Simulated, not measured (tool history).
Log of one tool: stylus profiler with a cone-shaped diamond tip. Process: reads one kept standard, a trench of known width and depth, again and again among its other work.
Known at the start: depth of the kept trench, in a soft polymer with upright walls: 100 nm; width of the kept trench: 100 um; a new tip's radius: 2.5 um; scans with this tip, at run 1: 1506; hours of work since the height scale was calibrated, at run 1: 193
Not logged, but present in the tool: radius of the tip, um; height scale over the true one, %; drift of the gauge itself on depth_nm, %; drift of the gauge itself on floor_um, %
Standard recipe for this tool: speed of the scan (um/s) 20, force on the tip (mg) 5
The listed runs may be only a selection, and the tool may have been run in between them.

run,day,speed of the scan (um/s),force on the tip (mg),scans with this tip,hours of work since the height scale was calibrated,depth of the trench (angstrom),width of the trench's floor (nm)
1,0,20,5,1506,193,1019.6,98270
2,1.333,20,5,1692,217,1019.4,98230
3,3.475,20,1.95,1992,255,1011.3,98280
4,4.725,20,1.95,2167,277,1012,98200
5,5.833,20,4.69,2322,297,1019.3,98250
6,7.071,6,3.54,2494,319,1016.7,98250
7,9.196,12,9.18,2792,357,1030,98270
8,10.288,8,2.25,2945,377,1012.9,98240
9,11.496,64,2.28,3113,398,1012.8,97940
10,13.129,14,7.66,3342,428,1027,98190

Had the tool no unlogged condition, and each run kept its random variation, what would the results have been?
run,depth of the trench (angstrom),width of the trench's floor (nm)
1,1018.6,98460
2,1018.3,98440
3,1010,98520
4,1010.6,98460
5,1017.7,98530
6,1015,98550
7,1028.1,98600
8,1011,98590
9,1010.8,98310
10,1024.8,98580
